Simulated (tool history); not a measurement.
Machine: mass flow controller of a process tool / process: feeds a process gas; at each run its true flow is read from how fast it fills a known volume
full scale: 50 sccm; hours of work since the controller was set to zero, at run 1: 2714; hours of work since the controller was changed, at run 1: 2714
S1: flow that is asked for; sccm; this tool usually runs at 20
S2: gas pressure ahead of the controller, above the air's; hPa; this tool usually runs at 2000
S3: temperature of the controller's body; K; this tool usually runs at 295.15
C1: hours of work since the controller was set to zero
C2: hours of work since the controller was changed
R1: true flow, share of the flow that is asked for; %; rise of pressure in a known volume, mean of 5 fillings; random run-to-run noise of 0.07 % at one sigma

run    hour  S1    S2      S3    C1    C2      R1
  1     0.0  20  2000  295.15  2714  2714   98.90
  2   216.6  20  2000  295.15  2780  2780   99.22
  3   587.1  20  2000  295.15  2893  2893   99.17
  4   910.8   8  2000  295.15  2992  2992   97.78
  5  1251.2  20  2000  295.15  3096  3096   99.14
  6  1651.6  20  2000  295.15  3219  3219   99.13
  7  1902.7  20  2000  295.15  3295  3295   99.14
  8  2097.6  20  2000  295.15  3355  3355   99.14
  9  2434.9  20  2000  295.15  3458  3458   99.19
 10  2837.1   7  2000  295.15  3581  3581   97.27
     2854.6  -- controller's zero set anew
 11  3159.8   7  2000  295.15    93  3679   96.04
 12  3381.3  20  2000  303.15   161  3747   99.33
 13  3631.3  10  1450  296.15   237  3824   97.56
 14  3862.8  10  1450  296.15   308  3894   97.56
 15  4143.9  28  2440  297.15   394  3980   99.37
 16  4425.7   7  1620  311.15   480  4066   97.54
     4614.5  -- controller's zero set anew, once more
 17  4779.6  13  2470  300.15    50  4174  100.09
 18  4984.5   7  2090  305.15   113  4237  100.64

Some steps in R1 between neighbouring runs. How much of each would the tool show without its hidden state too (settings, what came in, random variation), and how much is left for the hidden state, with any gauge scatter that isn't in both results?
Unlogged tool condition in this case: flow at rest that the sensor doesn't see, % of full scale; true flow over the shown one, %; drift of the gauge itself on true_pct, %.
Run 11 -> 12: S1 7 -> 20, S3 295.15 -> 303.15. R1 +3.29 %: hidden state +2.39, all else +0.90.
Run 16 -> 17: S1 7 -> 13, S2 1620 -> 2470, S3 311.15 -> 300.15, controller's zero set anew, once more. R1 +2.55 %: hidden state +3.89, all else -1.34.
